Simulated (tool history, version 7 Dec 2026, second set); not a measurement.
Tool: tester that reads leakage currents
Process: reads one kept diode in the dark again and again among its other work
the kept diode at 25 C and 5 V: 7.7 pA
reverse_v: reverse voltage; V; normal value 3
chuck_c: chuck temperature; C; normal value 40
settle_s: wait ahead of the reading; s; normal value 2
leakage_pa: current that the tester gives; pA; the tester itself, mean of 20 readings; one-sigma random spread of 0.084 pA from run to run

run 1 hour=0 | reverse_v=3 chuck_c=40 settle_s=2 | leakage_pa=21.61
run 2 hour=209.7 | reverse_v=3 chuck_c=40 settle_s=2 | leakage_pa=21.72
run 3 hour=340.3 | reverse_v=3 chuck_c=40 settle_s=2 | leakage_pa=21.84
run 4 hour=586 | reverse_v=3 chuck_c=40 settle_s=8.99 | leakage_pa=21.64
run 5 hour=701.1 | reverse_v=3 chuck_c=34 settle_s=2 | leakage_pa=13.95
run 6 hour=945.3 | reverse_v=3 chuck_c=34 settle_s=2 | leakage_pa=14.26
run 7 hour=1189.8 | reverse_v=3 chuck_c=34 settle_s=2 | leakage_pa=14.63
run 8 hour=1306.3 | reverse_v=3 chuck_c=34 settle_s=2 | leakage_pa=14.64
run 9 hour=1515.6 | reverse_v=3 chuck_c=40 settle_s=2 | leakage_pa=22.72
run 10 hour=1766 | reverse_v=3 chuck_c=40 settle_s=2 | leakage_pa=22.94
run 11 hour=1899.8 | reverse_v=3 chuck_c=30 settle_s=2 | leakage_pa=11.89
run 12 hour=2005.1 | reverse_v=3 chuck_c=45 settle_s=2 | leakage_pa=32.81
run 13 hour=2249.1 | reverse_v=3 chuck_c=45 settle_s=2 | leakage_pa=32.96
-- hour=2460 tester calibrated
run 14 hour=2500.8 | reverse_v=3 chuck_c=40 settle_s=2 | leakage_pa=23.74
run 15 hour=2740.1 | reverse_v=3 chuck_c=40 settle_s=2 | leakage_pa=23.84
run 16 hour=2855.6 | reverse_v=3 chuck_c=40 settle_s=0.73 | leakage_pa=24.93
-- hour=3029.8 chuck's temperature calibrated
run 17 hour=3100.8 | reverse_v=3 chuck_c=40 settle_s=0.73 | leakage_pa=28.84
run 18 hour=3333.6 | reverse_v=3 chuck_c=40 settle_s=0.73 | leakage_pa=29.04
run 19 hour=3540.9 | reverse_v=3 chuck_c=40 settle_s=2 | leakage_pa=28.42
run 20 hour=3650 | reverse_v=3 chuck_c=40 settle_s=2 | leakage_pa=28.11
run 21 hour=3895.1 | reverse_v=3 chuck_c=40 settle_s=2 | leakage_pa=28.5
run 22 hour=4126.3 | reverse_v=3 chuck_c=40 settle_s=2 | leakage_pa=28.64
run 23 hour=4334.7 | reverse_v=2.98 chuck_c=37 settle_s=2.11 | leakage_pa=23.82
run 24 hour=4456.9 | reverse_v=2.98 chuck_c=37 settle_s=0.9 | leakage_pa=24.77
-- hour=4470.2 probe card cleaned and baked
run 25 hour=4592.1 | reverse_v=2.98 chuck_c=37 settle_s=0.9 | leakage_pa=16.96
run 26 hour=4832.3 | reverse_v=2.98 chuck_c=37 settle_s=0.9 | leakage_pa=17.36
run 27 hour=4985.1 | reverse_v=4.79 chuck_c=24 settle_s=0.9 | leakage_pa=9.81
run 28 hour=5237.4 | reverse_v=3 chuck_c=45 settle_s=1.13 | leakage_pa=32.12
run 29 hour=5394.9 | reverse_v=17.95 chuck_c=40 settle_s=0.88 | leakage_pa=73.7
run 30 hour=5551.2 | reverse_v=13.29 chuck_c=40 settle_s=1.91 | leakage_pa=57.37
run 31 hour=5700.2 | reverse_v=1.1 chuck_c=40 settle_s=2 | leakage_pa=11.63
run 32 hour=5822.2 | reverse_v=7.85 chuck_c=21 settle_s=4.25 | leakage_pa=12.91
run 33 hour=5925.5 | reverse_v=7.85 chuck_c=21 settle_s=9.22 | leakage_pa=12.96
run 34 hour=6145.7 | reverse_v=3 chuck_c=22 settle_s=0.85 | leakage_pa=7.92
run 35 hour=6366.3 | reverse_v=3 chuck_c=33 settle_s=0.85 | leakage_pa=14.69
-- hour=6537.7 chuck's temperature calibrated
run 36 hour=6582.6 | reverse_v=2.28 chuck_c=33 settle_s=3.43 | leakage_pa=13.22
run 37 hour=6833.3 | reverse_v=2.28 chuck_c=33 settle_s=0.86 | leakage_pa=14.31
run 38 hour=6947.1 | reverse_v=5.37 chuck_c=27 settle_s=0.93 | leakage_pa=19.64
run 39 hour=7143.6 | reverse_v=3 chuck_c=41 settle_s=3.72 | leakage_pa=28.09
run 40 hour=7343.4 | reverse_v=1.98 chuck_c=40 settle_s=2 | leakage_pa=20.22

Below are 4 alternative next runs, each starting from the tool's condition after run 40. Predict each:
run A hour=7456.5 | reverse_v=9.61 chuck_c=40 settle_s=2 | leakage_pa=?
run B hour=7456.5 | reverse_v=1.5 chuck_c=30 settle_s=2 | leakage_pa=?
run C hour=7456.5 | reverse_v=3 chuck_c=40 settle_s=1.01 | leakage_pa=?
run D hour=7456.5 | reverse_v=1.2 chuck_c=39 settle_s=7.32 | leakage_pa=?

run=A leakage_pa=60.51
run=B leakage_pa=8.78
run=C leakage_pa=27.45
run=D leakage_pa=13.39
Without the tool's hidden state the same runs would have given:
run=A leakage_pa=45.26
run=B leakage_pa=6.4
run=C leakage_pa=23
run=D leakage_pa=11.73
